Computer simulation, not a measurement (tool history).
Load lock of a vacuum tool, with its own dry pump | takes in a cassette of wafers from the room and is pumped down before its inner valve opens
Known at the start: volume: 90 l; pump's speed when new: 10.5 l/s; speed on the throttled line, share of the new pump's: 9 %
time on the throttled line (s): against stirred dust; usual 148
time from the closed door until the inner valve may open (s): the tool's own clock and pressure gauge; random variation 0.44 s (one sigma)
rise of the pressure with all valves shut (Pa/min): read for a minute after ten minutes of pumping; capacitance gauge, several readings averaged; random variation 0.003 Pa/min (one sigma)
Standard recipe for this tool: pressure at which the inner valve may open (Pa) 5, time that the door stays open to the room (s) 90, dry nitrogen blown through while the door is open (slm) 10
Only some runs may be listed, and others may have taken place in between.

| run | hour | time on the throttled line (s) | pressure at which the inner valve may open (Pa) | time that the door stays open to the room (s) | dry nitrogen blown through while the door is open (slm) | incoming humidity of the room's air, % | time from the closed door until the inner valve may open (s) | rise of the pressure with all valves shut (Pa/min) |
|---|---|---|---|---|---|---|---|---|
| 1 | 0 | 148 | 5 | 90 | 10 | 46.7 | 224.7 | 0.134 |
| 2 | 273.6 | 148 | 5 | 90 | 10 | 44.7 | 224.7 | 0.138 |
| 3 | 474.6 | 148 | 5 | 57 | 10 | 46.4 | 225.3 | 0.136 |
| 4 | 819 | 262 | 5 | 57 | 10 | 43.5 | 329.3 | 0.139 |
| 5 | 1136.4 | 262 | 5 | 57 | 10 | 45.3 | 328.8 | 0.158 |
| 6 | 1527.3 | 262 | 5 | 57 | 10 | 44.4 | 328.1 | 0.159 |
| 7 | 1876.5 | 281 | 5 | 150 | 10 | 41.7 | 346.4 | 0.186 |
| 8 | 2243.2 | 245 | 5 | 52 | 10 | 45 | 313.9 | 0.181 |
| 9 | 2500.8 | 96 | 7 | 30 | 24 | 45.1 | 176.1 | 0.169 |
| 10 | 2716.7 | 148 | 4 | 90 | 10 | 49.9 | 229.4 | 0.203 |
| 11 | 2994.1 | 148 | 4 | 90 | 10 | 44.8 | 229.3 | 0.212 |

Per-run results on a tool with no hidden state, each run keeping its own random variation:
The tool's hidden condition here consists of: pump's speed, % of a new pump's; leak at the door's seal, Pa l/s; drift of the gauge itself on ready_s, %; drift of the gauge itself on rise_pa_min, %.
| run | time from the closed door until the inner valve may open (s) | rise of the pressure with all valves shut (Pa/min) |
|---|---|---|
| 1 | 219.9 | 0.038 |
| 2 | 219.7 | 0.035 |
| 3 | 220.2 | 0.032 |
| 4 | 324.6 | 0.025 |
| 5 | 323.9 | 0.034 |
| 6 | 322.9 | 0.029 |
| 7 | 341.2 | 0.044 |
| 8 | 308.1 | 0.03 |
| 9 | 169.3 | 0.013 |
| 10 | 222.3 | 0.041 |
| 11 | 222 | 0.04 |
